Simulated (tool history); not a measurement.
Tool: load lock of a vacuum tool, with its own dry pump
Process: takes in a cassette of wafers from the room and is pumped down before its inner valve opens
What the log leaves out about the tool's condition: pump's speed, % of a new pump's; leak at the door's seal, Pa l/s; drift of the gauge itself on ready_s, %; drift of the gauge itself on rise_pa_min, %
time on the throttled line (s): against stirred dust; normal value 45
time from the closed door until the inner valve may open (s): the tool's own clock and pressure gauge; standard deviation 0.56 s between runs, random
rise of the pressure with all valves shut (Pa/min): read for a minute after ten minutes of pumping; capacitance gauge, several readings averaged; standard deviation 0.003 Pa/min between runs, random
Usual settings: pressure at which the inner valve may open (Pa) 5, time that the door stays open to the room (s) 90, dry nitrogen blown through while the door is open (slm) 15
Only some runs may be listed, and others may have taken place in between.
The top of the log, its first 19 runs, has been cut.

| run | hour | time on the throttled line (s) | pressure at which the inner valve may open (Pa) | time that the door stays open to the room (s) | dry nitrogen blown through while the door is open (slm) | hours that the pump has run since its overhaul | times that the door has closed on its seal | incoming humidity of the room's air, % | time from the closed door until the inner valve may open (s) | rise of the pressure with all valves shut (Pa/min) |
|---|---|---|---|---|---|---|---|---|---|---|
| 20 | 9584.5 | 45 | 7 | 90 | 15 | 11710 | 16542 | 43.6 | 83.4 | 0.057 |
| 21 | 10164.1 | 45 | 9 | 90 | 7 | 12290 | 17361 | 46.6 | 82.9 | 0.067 |
| 22 | 10481.2 | 45 | 9 | 90 | 7 | 12607 | 17808 | 43.4 | 84.0 | 0.066 |
| 23 | 11019.4 | 45 | 9 | 90 | 7 | 13145 | 18569 | 47.3 | 82.5 | 0.074 |
| 24 | 11647.4 | 56 | 5 | 90 | 15 | 13773 | 19456 | 43.2 | 95.7 | 0.065 |
| 25 | 12248.7 | 28 | 5 | 90 | 15 | 14374 | 20305 | 49.2 | 75.5 | 0.071 |
|  | 12531.1 | dry pump taken out, an overhauled one fitted |
| 26 | 12751.5 | 61 | 5 | 90 | 15 | 220 | 21007 | 43.1 | 90.5 | 0.073 |
| 27 | 13155.4 | 73 | 5 | 90 | 15 | 624 | 21577 | 43.2 | 100.6 | 0.075 |
| 28 | 13646.7 | 36 | 6 | 73 | 15 | 1116 | 22271 | 42.4 | 69.4 | 0.070 |
| 29 | 14031.0 | 36 | 8 | 29 | 8 | 1500 | 22814 | 43.0 | 68.4 | 0.065 |
| 30 | 14583.4 | 40 | 8 | 162 | 9 | 2052 | 23595 | 44.7 | 73.1 | 0.097 |
| 31 | 14888.2 | 40 | 8 | 162 | 9 | 2357 | 24025 | 43.0 | 72.6 | 0.094 |
| 32 | 15339.9 | 40 | 8 | 162 | 9 | 2809 | 24663 | 40.3 | 72.5 | 0.091 |
| 33 | 15677.5 | 40 | 8 | 162 | 9 | 3146 | 25140 | 43.9 | 73.9 | 0.094 |
| 34 | 16006.1 | 40 | 8 | 162 | 9 | 3475 | 25604 | 46.9 | 72.8 | 0.100 |
| 35 | 16476.0 | 40 | 8 | 162 | 9 | 3945 | 26268 | 46.3 | 72.4 | 0.105 |
| 36 | 16895.6 | 40 | 8 | 162 | 9 | 4365 | 26861 | 44.1 | 72.9 | 0.104 |
| 37 | 17556.9 | 40 | 8 | 162 | 9 | 5026 | 27795 | 44.4 | 74.2 | 0.111 |
| 38 | 17918.9 | 49 | 6 | 93 | 13 | 5388 | 28306 | 45.8 | 83.6 | 0.095 |

Branching from run 38: 3 alternative next runs. What would each branch give?
| A | 18276.0 | 45 | 5 | 61 | 18 | 5745 | 28811 | 45.3 | ? | ? |
| B | 18276.0 | 30 | 6 | 141 | 13 | 5745 | 28811 | 43.6 | ? | ? |
| C | 18276.0 | 49 | 6 | 94 | 13 | 5745 | 28811 | 45.9 | ? | ? |

| run | time from the closed door until the inner valve may open (s) | rise of the pressure with all valves shut (Pa/min) |
|---|---|---|
| A | 79.7 | 0.085 |
| B | 67.3 | 0.104 |
| C | 82.7 | 0.096 |
Stripped of hidden state, with their random variation kept, the same runs would have yielded:
| run | time from the closed door until the inner valve may open (s) | rise of the pressure with all valves shut (Pa/min) |
|---|---|---|
| A | 76.7 | 0.018 |
| B | 64.1 | 0.039 |
| C | 79.9 | 0.029 |
